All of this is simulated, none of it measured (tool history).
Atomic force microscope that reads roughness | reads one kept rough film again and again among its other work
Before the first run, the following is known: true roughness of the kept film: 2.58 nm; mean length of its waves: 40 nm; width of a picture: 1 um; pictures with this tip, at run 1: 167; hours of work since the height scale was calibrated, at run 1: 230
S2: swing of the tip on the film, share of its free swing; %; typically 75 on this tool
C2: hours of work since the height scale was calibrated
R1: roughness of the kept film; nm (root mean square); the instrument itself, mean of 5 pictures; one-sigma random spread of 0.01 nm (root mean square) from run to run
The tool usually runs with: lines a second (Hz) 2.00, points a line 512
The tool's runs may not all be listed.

run 1 hour=0.0 | lines_a_second_(Hz)=2.00 S2=75 points_a_line=512 | pictures_with_this_tip=167 C2=230 | R1=2.342
run 2 hour=10.3 | lines_a_second_(Hz)=2.00 S2=75 points_a_line=512 | pictures_with_this_tip=179 C2=237 | R1=2.355
run 3 hour=27.9 | lines_a_second_(Hz)=2.00 S2=75 points_a_line=512 | pictures_with_this_tip=199 C2=250 | R1=2.335
-- hour=32.6 new tip fitted
run 4 hour=44.8 | lines_a_second_(Hz)=0.90 S2=75 points_a_line=512 | pictures_with_this_tip=15 C2=262 | R1=2.428
run 5 hour=53.4 | lines_a_second_(Hz)=0.90 S2=75 points_a_line=375 | pictures_with_this_tip=25 C2=268 | R1=2.415
run 6 hour=63.9 | lines_a_second_(Hz)=1.69 S2=75 points_a_line=512 | pictures_with_this_tip=37 C2=275 | R1=2.391
run 7 hour=75.7 | lines_a_second_(Hz)=2.00 S2=75 points_a_line=653 | pictures_with_this_tip=51 C2=284 | R1=2.374
run 8 hour=83.3 | lines_a_second_(Hz)=2.00 S2=75 points_a_line=784 | pictures_with_this_tip=59 C2=289 | R1=2.365
run 9 hour=94.7 | lines_a_second_(Hz)=2.00 S2=75 points_a_line=784 | pictures_with_this_tip=73 C2=297 | R1=2.378
run 10 hour=110.2 | lines_a_second_(Hz)=2.00 S2=75 points_a_line=784 | pictures_with_this_tip=91 C2=308 | R1=2.347
run 11 hour=123.7 | lines_a_second_(Hz)=2.00 S2=75 points_a_line=784 | pictures_with_this_tip=107 C2=318 | R1=2.350
run 12 hour=134.5 | lines_a_second_(Hz)=2.00 S2=75 points_a_line=399 | pictures_with_this_tip=119 C2=325 | R1=2.339
run 13 hour=147.5 | lines_a_second_(Hz)=2.00 S2=75 points_a_line=640 | pictures_with_this_tip=134 C2=335 | R1=2.344
run 14 hour=155.8 | lines_a_second_(Hz)=2.00 S2=75 points_a_line=512 | pictures_with_this_tip=144 C2=341 | R1=2.349
run 15 hour=170.3 | lines_a_second_(Hz)=2.00 S2=75 points_a_line=512 | pictures_with_this_tip=161 C2=351 | R1=2.336
run 16 hour=187.5 | lines_a_second_(Hz)=2.00 S2=75 points_a_line=512 | pictures_with_this_tip=181 C2=363 | R1=2.338
run 17 hour=195.3 | lines_a_second_(Hz)=2.00 S2=75 points_a_line=512 | pictures_with_this_tip=190 C2=369 | R1=2.325
-- hour=207.6 new tip fitted
run 18 hour=209.2 | lines_a_second_(Hz)=2.00 S2=75 points_a_line=512 | pictures_with_this_tip=2 C2=378 | R1=2.336
run 19 hour=223.1 | lines_a_second_(Hz)=2.00 S2=75 points_a_line=512 | pictures_with_this_tip=18 C2=388 | R1=2.359
run 20 hour=231.5 | lines_a_second_(Hz)=2.00 S2=87 points_a_line=512 | pictures_with_this_tip=28 C2=394 | R1=2.255
run 21 hour=247.5 | lines_a_second_(Hz)=2.00 S2=87 points_a_line=512 | pictures_with_this_tip=46 C2=405 | R1=2.250
run 22 hour=258.4 | lines_a_second_(Hz)=2.00 S2=87 points_a_line=512 | pictures_with_this_tip=59 C2=413 | R1=2.258
run 23 hour=270.5 | lines_a_second_(Hz)=2.00 S2=87 points_a_line=512 | pictures_with_this_tip=73 C2=422 | R1=2.246
run 24 hour=281.3 | lines_a_second_(Hz)=2.00 S2=87 points_a_line=512 | pictures_with_this_tip=86 C2=429 | R1=2.233
run 25 hour=293.7 | lines_a_second_(Hz)=2.00 S2=55 points_a_line=512 | pictures_with_this_tip=100 C2=438 | R1=2.434
run 26 hour=306.5 | lines_a_second_(Hz)=2.00 S2=75 points_a_line=512 | pictures_with_this_tip=115 C2=447 | R1=2.342
run 27 hour=315.7 | lines_a_second_(Hz)=2.00 S2=75 points_a_line=512 | pictures_with_this_tip=126 C2=454 | R1=2.364
run 28 hour=331.2 | lines_a_second_(Hz)=0.56 S2=79 points_a_line=881 | pictures_with_this_tip=144 C2=465 | R1=2.438
run 29 hour=348.3 | lines_a_second_(Hz)=1.99 S2=58 points_a_line=256 | pictures_with_this_tip=164 C2=477 | R1=2.433
run 30 hour=357.0 | lines_a_second_(Hz)=1.99 S2=58 points_a_line=256 | pictures_with_this_tip=174 C2=483 | R1=2.428
run 31 hour=367.5 | lines_a_second_(Hz)=1.99 S2=58 points_a_line=256 | pictures_with_this_tip=186 C2=491 | R1=2.428
run 32 hour=381.3 | lines_a_second_(Hz)=2.17 S2=88 points_a_line=586 | pictures_with_this_tip=202 C2=501 | R1=2.211
-- hour=384.0 new tip fitted
run 33 hour=394.9 | lines_a_second_(Hz)=2.18 S2=67 points_a_line=296 | pictures_with_this_tip=12 C2=510 | R1=2.391
run 34 hour=404.9 | lines_a_second_(Hz)=1.20 S2=75 points_a_line=512 | pictures_with_this_tip=24 C2=517 | R1=2.420
run 35 hour=419.3 | lines_a_second_(Hz)=1.20 S2=75 points_a_line=512 | pictures_with_this_tip=41 C2=527 | R1=2.388
run 36 hour=434.2 | lines_a_second_(Hz)=1.20 S2=75 points_a_line=512 | pictures_with_this_tip=58 C2=538 | R1=2.418
run 37 hour=450.7 | lines_a_second_(Hz)=1.20 S2=75 points_a_line=512 | pictures_with_this_tip=77 C2=550 | R1=2.402
run 38 hour=459.1 | lines_a_second_(Hz)=2.75 S2=81 points_a_line=442 | pictures_with_this_tip=87 C2=556 | R1=2.240
run 39 hour=472.1 | lines_a_second_(Hz)=2.75 S2=81 points_a_line=442 | pictures_with_this_tip=102 C2=565 | R1=2.246
run 40 hour=482.6 | lines_a_second_(Hz)=0.95 S2=64 points_a_line=720 | pictures_with_this_tip=114 C2=572 | R1=2.451
run 41 hour=493.4 | lines_a_second_(Hz)=0.95 S2=64 points_a_line=720 | pictures_with_this_tip=127 C2=580 | R1=2.464
run 42 hour=508.7 | lines_a_second_(Hz)=0.76 S2=64 points_a_line=512 | pictures_with_this_tip=145 C2=591 | R1=2.476
run 43 hour=519.3 | lines_a_second_(Hz)=0.76 S2=64 points_a_line=512 | pictures_with_this_tip=157 C2=598 | R1=2.448
run 44 hour=535.8 | lines_a_second_(Hz)=0.56 S2=66 points_a_line=512 | pictures_with_this_tip=176 C2=610 | R1=2.456
run 45 hour=552.6 | lines_a_second_(Hz)=0.56 S2=66 points_a_line=512 | pictures_with_this_tip=196 C2=622 | R1=2.470
-- hour=560.4 new tip fitted
run 46 hour=569.9 | lines_a_second_(Hz)=1.01 S2=66 points_a_line=676 | pictures_with_this_tip=11 C2=634 | R1=2.437
run 47 hour=584.5 | lines_a_second_(Hz)=1.73 S2=75 points_a_line=800 | pictures_with_this_tip=28 C2=644 | R1=2.373
run 48 hour=599.7 | lines_a_second_(Hz)=1.76 S2=68 points_a_line=940 | pictures_with_this_tip=45 C2=655 | R1=2.414
run 49 hour=613.9 | lines_a_second_(Hz)=1.76 S2=68 points_a_line=940 | pictures_with_this_tip=62 C2=665 | R1=2.397
run 50 hour=629.8 | lines_a_second_(Hz)=1.76 S2=68 points_a_line=940 | pictures_with_this_tip=80 C2=677 | R1=2.404
run 51 hour=638.8 | lines_a_second_(Hz)=0.69 S2=81 points_a_line=738 | pictures_with_this_tip=91 C2=683 | R1=2.452

4 options for the next run, each taken on its own from the tool as it stands now. Forecast them:
run A hour=656.0 | lines_a_second_(Hz)=0.54 S2=70 points_a_line=442 | pictures_with_this_tip=111 C2=695 | R1=?
run B hour=656.0 | lines_a_second_(Hz)=1.18 S2=77 points_a_line=895 | pictures_with_this_tip=111 C2=695 | R1=?
run C hour=656.0 | lines_a_second_(Hz)=2.33 S2=81 points_a_line=472 | pictures_with_this_tip=111 C2=695 | R1=?
run D hour=656.0 | lines_a_second_(Hz)=3.03 S2=70 points_a_line=758 | pictures_with_this_tip=111 C2=695 | R1=?

run=A R1=2.448
run=B R1=2.397
run=C R1=2.268
run=D R1=2.314
With the hidden condition removed and each run's random variation left untouched, the same runs would have given:
run=A R1=2.452
run=B R1=2.402
run=C R1=2.272
run=D R1=2.319
